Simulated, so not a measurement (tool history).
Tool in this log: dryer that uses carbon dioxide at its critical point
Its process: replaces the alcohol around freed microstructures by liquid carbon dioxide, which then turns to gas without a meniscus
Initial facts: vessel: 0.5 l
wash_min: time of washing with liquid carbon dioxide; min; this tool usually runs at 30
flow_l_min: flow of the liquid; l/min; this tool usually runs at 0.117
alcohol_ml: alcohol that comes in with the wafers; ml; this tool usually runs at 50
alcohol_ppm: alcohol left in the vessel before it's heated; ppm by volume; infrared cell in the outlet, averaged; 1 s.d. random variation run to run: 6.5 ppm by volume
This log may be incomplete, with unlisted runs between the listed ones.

run,hour,wash_min,flow_l_min,alcohol_ml,alcohol_ppm
1,0.0,30,0.117,50,363
2,28.6,30,0.117,50,374
3,54.9,30,0.117,50,404
4,70.8,30,0.117,117,916
5,101.4,30,0.117,117,1039
6,133.8,30,0.117,117,1097
7,166.7,30,0.079,50,3091
8,198.0,30,0.079,50,3264
9,224.2,30,0.117,28,379
10,245.2,30,0.117,50,660
11,263.3,30,0.117,50,696
12,282.7,30,0.117,50,715
# hour 286.8: inlet filter changed
13,307.0,30,0.117,50,357
14,339.1,30,0.117,50,381
15,361.3,30,0.110,59,619
16,392.2,39,0.083,24,376
17,415.6,32,0.170,120,119
18,439.7,30,0.111,76,899
19,456.3,21,0.104,50,3565
20,475.2,21,0.104,38,2746
21,505.8,39,0.117,23,128
22,521.8,39,0.117,23,133
23,545.4,20,0.117,33,2144
24,577.9,20,0.117,33,2276
25,606.7,20,0.117,33,2348
# hour 628.0: inlet filter changed
26,635.7,35,0.136,20,106
27,658.7,35,0.136,20,121

Predict each of these 4 candidate next runs independently; none follows another, all start after run 27:
A,686.0,35,0.136,36,?
B,686.0,23,0.073,28,?
C,686.0,24,0.117,50,?
D,686.0,28,0.111,45,?

run,alcohol_ppm
A,137
B,4101
C,1119
D,674
What these runs would have given with no unlogged condition in the tool:
run,alcohol_ppm
A,33
B,3696
C,889
D,493
